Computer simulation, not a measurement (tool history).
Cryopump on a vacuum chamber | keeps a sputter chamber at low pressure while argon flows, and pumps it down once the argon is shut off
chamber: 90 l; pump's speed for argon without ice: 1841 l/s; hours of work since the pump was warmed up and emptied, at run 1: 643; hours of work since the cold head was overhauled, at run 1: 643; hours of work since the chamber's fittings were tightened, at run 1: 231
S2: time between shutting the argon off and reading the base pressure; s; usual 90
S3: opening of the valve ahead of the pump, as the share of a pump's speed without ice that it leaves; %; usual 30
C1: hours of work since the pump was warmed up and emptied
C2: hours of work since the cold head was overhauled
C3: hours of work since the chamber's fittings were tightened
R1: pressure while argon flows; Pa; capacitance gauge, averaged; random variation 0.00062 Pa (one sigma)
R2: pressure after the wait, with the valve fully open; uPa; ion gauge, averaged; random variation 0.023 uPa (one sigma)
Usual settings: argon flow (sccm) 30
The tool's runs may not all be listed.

run 1 hour=0.0 | argon_flow_(sccm)=30 S2=90 S3=30 | C1=643 C2=643 C3=231 | R1=0.1008 R2=1.07
run 2 hour=28.4 | argon_flow_(sccm)=30 S2=90 S3=30 | C1=667 C2=667 C3=255 | R1=0.1007 R2=1.13
run 3 hour=56.3 | argon_flow_(sccm)=30 S2=90 S3=30 | C1=691 C2=691 C3=278 | R1=0.1026 R2=1.08
run 4 hour=92.0 | argon_flow_(sccm)=30 S2=90 S3=30 | C1=721 C2=721 C3=308 | R1=0.1023 R2=1.19
run 5 hour=118.8 | argon_flow_(sccm)=30 S2=90 S3=21 | C1=744 C2=744 C3=331 | R1=0.1416 R2=1.23
run 6 hour=170.6 | argon_flow_(sccm)=46 S2=90 S3=30 | C1=788 C2=788 C3=375 | R1=0.1569 R2=1.24
run 7 hour=202.5 | argon_flow_(sccm)=46 S2=90 S3=30 | C1=815 C2=815 C3=402 | R1=0.1585 R2=1.25
run 8 hour=243.6 | argon_flow_(sccm)=46 S2=90 S3=30 | C1=850 C2=850 C3=437 | R1=0.1615 R2=1.30
-- hour=273.1 pump warmed up, emptied and cooled again
run 9 hour=278.8 | argon_flow_(sccm)=46 S2=204 S3=30 | C1=5 C2=875 C3=462 | R1=0.1413 R2=0.73
run 10 hour=337.5 | argon_flow_(sccm)=25 S2=90 S3=31 | C1=54 C2=925 C3=512 | R1=0.0749 R2=1.18
run 11 hour=390.3 | argon_flow_(sccm)=30 S2=180 S3=26 | C1=99 C2=969 C3=557 | R1=0.1078 R2=0.84
run 12 hour=433.6 | argon_flow_(sccm)=30 S2=180 S3=26 | C1=136 C2=1006 C3=593 | R1=0.1086 R2=0.89
run 13 hour=471.8 | argon_flow_(sccm)=30 S2=180 S3=45 | C1=168 C2=1038 C3=626 | R1=0.0633 R2=0.91
run 14 hour=520.4 | argon_flow_(sccm)=21 S2=107 S3=30 | C1=209 C2=1080 C3=667 | R1=0.0660 R2=1.17
run 15 hour=568.2 | argon_flow_(sccm)=57 S2=54 S3=28 | C1=250 C2=1120 C3=707 | R1=0.1919 R2=1.79
run 16 hour=616.6 | argon_flow_(sccm)=13 S2=211 S3=30 | C1=291 C2=1161 C3=748 | R1=0.0420 R2=0.98
run 17 hour=648.9 | argon_flow_(sccm)=21 S2=45 S3=30 | C1=318 C2=1188 C3=775 | R1=0.0675 R2=2.01
run 18 hour=701.9 | argon_flow_(sccm)=13 S2=24 S3=30 | C1=363 C2=1233 C3=820 | R1=0.0415 R2=3.06

4 ways to go on from here, each from the tool as it stands after run 18. What would each give?
run A hour=752.5 | argon_flow_(sccm)=13 S2=185 S3=16 | C1=406 C2=1276 C3=863 | R1=? R2=?
run B hour=752.5 | argon_flow_(sccm)=39 S2=27 S3=34 | C1=406 C2=1276 C3=863 | R1=? R2=?
run C hour=752.5 | argon_flow_(sccm)=30 S2=33 S3=22 | C1=406 C2=1276 C3=863 | R1=? R2=?
run D hour=752.5 | argon_flow_(sccm)=42 S2=60 S3=60 | C1=406 C2=1276 C3=863 | R1=? R2=?

run=A R1=0.0763 R2=1.16
run=B R1=0.1121 R2=3.00
run=C R1=0.1300 R2=2.54
run=D R1=0.0707 R2=1.77
Without the tool's hidden state the same runs would have given:
run=A R1=0.0742 R2=0.50
run=B R1=0.1057 R2=2.32
run=C R1=0.1250 R2=1.88
run=D R1=0.0638 R2=1.11
